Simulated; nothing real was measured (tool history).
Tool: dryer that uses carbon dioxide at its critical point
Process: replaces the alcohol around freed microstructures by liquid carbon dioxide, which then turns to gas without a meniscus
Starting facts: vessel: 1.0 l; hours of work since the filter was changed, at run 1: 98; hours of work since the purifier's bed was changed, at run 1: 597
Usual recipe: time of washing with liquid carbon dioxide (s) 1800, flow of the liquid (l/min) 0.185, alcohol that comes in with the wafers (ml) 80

| run | day | time of washing with liquid carbon dioxide (s) | flow of the liquid (l/min) | alcohol that comes in with the wafers (ml) | hours of work since the filter was changed | hours of work since the purifier's bed was changed | alcohol left in the vessel before it's heated (ppm by volume) |
|---|---|---|---|---|---|---|---|
| 1 | 0 | 1800 | 0.185 | 80 | 98 | 597 | 853 |
| 2 | 2.367 | 1800 | 0.185 | 80 | 116 | 614 | 889 |
| 3 | 4.129 | 1800 | 0.185 | 80 | 128 | 627 | 921 |
| 4 | 5.262 | 1800 | 0.185 | 80 | 137 | 635 | 950 |
| 5 | 7.283 | 1800 | 0.185 | 80 | 151 | 650 | 973 |
| 6 | 9.204 | 1800 | 0.185 | 80 | 165 | 664 | 1001 |
| 7 | 10.467 | 1800 | 0.185 | 80 | 174 | 673 | 1021 |
|  | 11.304 | inlet filter changed |
| 8 | 12.1 | 1800 | 0.185 | 80 | 6 | 684 | 768 |
| 9 | 14.671 | 1800 | 0.185 | 80 | 24 | 703 | 799 |
| 10 | 15.812 | 1800 | 0.185 | 80 | 33 | 711 | 777 |
| 11 | 18.05 | 1800 | 0.181 | 115 | 49 | 727 | 1260 |
| 12 | 20.279 | 1800 | 0.199 | 64 | 65 | 744 | 557 |
| 13 | 21.746 | 1800 | 0.199 | 64 | 75 | 754 | 574 |
| 14 | 23.883 | 1800 | 0.206 | 80 | 91 | 770 | 586 |
| 15 | 25.917 | 1380 | 0.211 | 26 | 106 | 784 | 597 |
| 16 | 27.875 | 1380 | 0.211 | 26 | 120 | 798 | 628 |

Predict the results of run 17:
| 17 | 30.408 | 2820 | 0.114 | 52 | 138 | 817 | ? |

{"run 17": {"alcohol left in the vessel before it's heated (ppm by volume)": 846}}
Had the tool carried no hidden state, the very same run would have given alcohol left in the vessel before it's heated (ppm by volume) 497.
